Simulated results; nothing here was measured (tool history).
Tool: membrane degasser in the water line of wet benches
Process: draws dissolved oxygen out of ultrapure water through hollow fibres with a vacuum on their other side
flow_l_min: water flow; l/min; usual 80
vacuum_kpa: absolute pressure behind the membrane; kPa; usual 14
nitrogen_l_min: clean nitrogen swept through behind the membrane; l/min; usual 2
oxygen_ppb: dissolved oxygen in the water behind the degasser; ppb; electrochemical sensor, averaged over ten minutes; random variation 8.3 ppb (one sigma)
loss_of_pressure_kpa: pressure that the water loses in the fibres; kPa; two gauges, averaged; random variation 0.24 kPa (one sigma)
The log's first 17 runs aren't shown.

run 18 hour=1557.1 | flow_l_min=80 vacuum_kpa=14 nitrogen_l_min=2 | oxygen_ppb=853.4 loss_of_pressure_kpa=62.91
run 19 hour=1666 | flow_l_min=80 vacuum_kpa=14 nitrogen_l_min=2 | oxygen_ppb=836.1 loss_of_pressure_kpa=62.34
run 20 hour=1803.2 | flow_l_min=83 vacuum_kpa=14 nitrogen_l_min=0.98 | oxygen_ppb=1387.5 loss_of_pressure_kpa=65.09
run 21 hour=1943.5 | flow_l_min=110 vacuum_kpa=16.1 nitrogen_l_min=2.07 | oxygen_ppb=1303.9 loss_of_pressure_kpa=86.43
-- hour=1957.1 vacuum gauge calibrated
run 22 hour=2036.4 | flow_l_min=49 vacuum_kpa=9.3 nitrogen_l_min=1.1 | oxygen_ppb=552.7 loss_of_pressure_kpa=38.31
run 23 hour=2177 | flow_l_min=57 vacuum_kpa=10.2 nitrogen_l_min=2 | oxygen_ppb=448.9 loss_of_pressure_kpa=44.83
run 24 hour=2251.2 | flow_l_min=57 vacuum_kpa=10.2 nitrogen_l_min=0.83 | oxygen_ppb=867.8 loss_of_pressure_kpa=44.94
run 25 hour=2347.9 | flow_l_min=57 vacuum_kpa=10.2 nitrogen_l_min=0.83 | oxygen_ppb=840.4 loss_of_pressure_kpa=44.87
run 26 hour=2472.9 | flow_l_min=57 vacuum_kpa=10.2 nitrogen_l_min=0.83 | oxygen_ppb=867 loss_of_pressure_kpa=44.84
run 27 hour=2615.9 | flow_l_min=57 vacuum_kpa=10.2 nitrogen_l_min=1.13 | oxygen_ppb=692.1 loss_of_pressure_kpa=45.35
-- hour=2623.7 vacuum gauge calibrated, once more
run 28 hour=2704.5 | flow_l_min=57 vacuum_kpa=10.2 nitrogen_l_min=1.13 | oxygen_ppb=647.5 loss_of_pressure_kpa=44.88
run 29 hour=2779.8 | flow_l_min=126 vacuum_kpa=14 nitrogen_l_min=2.24 | oxygen_ppb=1177.4 loss_of_pressure_kpa=99.78
run 30 hour=2884.5 | flow_l_min=99 vacuum_kpa=14 nitrogen_l_min=4.84 | oxygen_ppb=561.5 loss_of_pressure_kpa=78.67
run 31 hour=3027 | flow_l_min=80 vacuum_kpa=33.8 nitrogen_l_min=2 | oxygen_ppb=2006.3 loss_of_pressure_kpa=63.71
run 32 hour=3157.3 | flow_l_min=49 vacuum_kpa=23.6 nitrogen_l_min=0.82 | oxygen_ppb=1856.8 loss_of_pressure_kpa=39.24
run 33 hour=3283.2 | flow_l_min=77 vacuum_kpa=11 nitrogen_l_min=2.86 | oxygen_ppb=468 loss_of_pressure_kpa=61.61

Forecast each of these 3 alternatives for the next run:
run A hour=3373.6 | flow_l_min=51 vacuum_kpa=11 nitrogen_l_min=1.27 | oxygen_ppb=? loss_of_pressure_kpa=?
run B hour=3373.6 | flow_l_min=80 vacuum_kpa=18.7 nitrogen_l_min=3.71 | oxygen_ppb=? loss_of_pressure_kpa=?
run C hour=3373.6 | flow_l_min=69 vacuum_kpa=19.3 nitrogen_l_min=2.86 | oxygen_ppb=? loss_of_pressure_kpa=?

run=A oxygen_ppb=605.9 loss_of_pressure_kpa=40.93
run=B oxygen_ppb=729.9 loss_of_pressure_kpa=64.23
run=C oxygen_ppb=791.2 loss_of_pressure_kpa=55.36
Without the tool's hidden state the same runs would have given:
run=A oxygen_ppb=601.7 loss_of_pressure_kpa=38.65
run=B oxygen_ppb=716.2 loss_of_pressure_kpa=60.66
run=C oxygen_ppb=781.9 loss_of_pressure_kpa=52.27
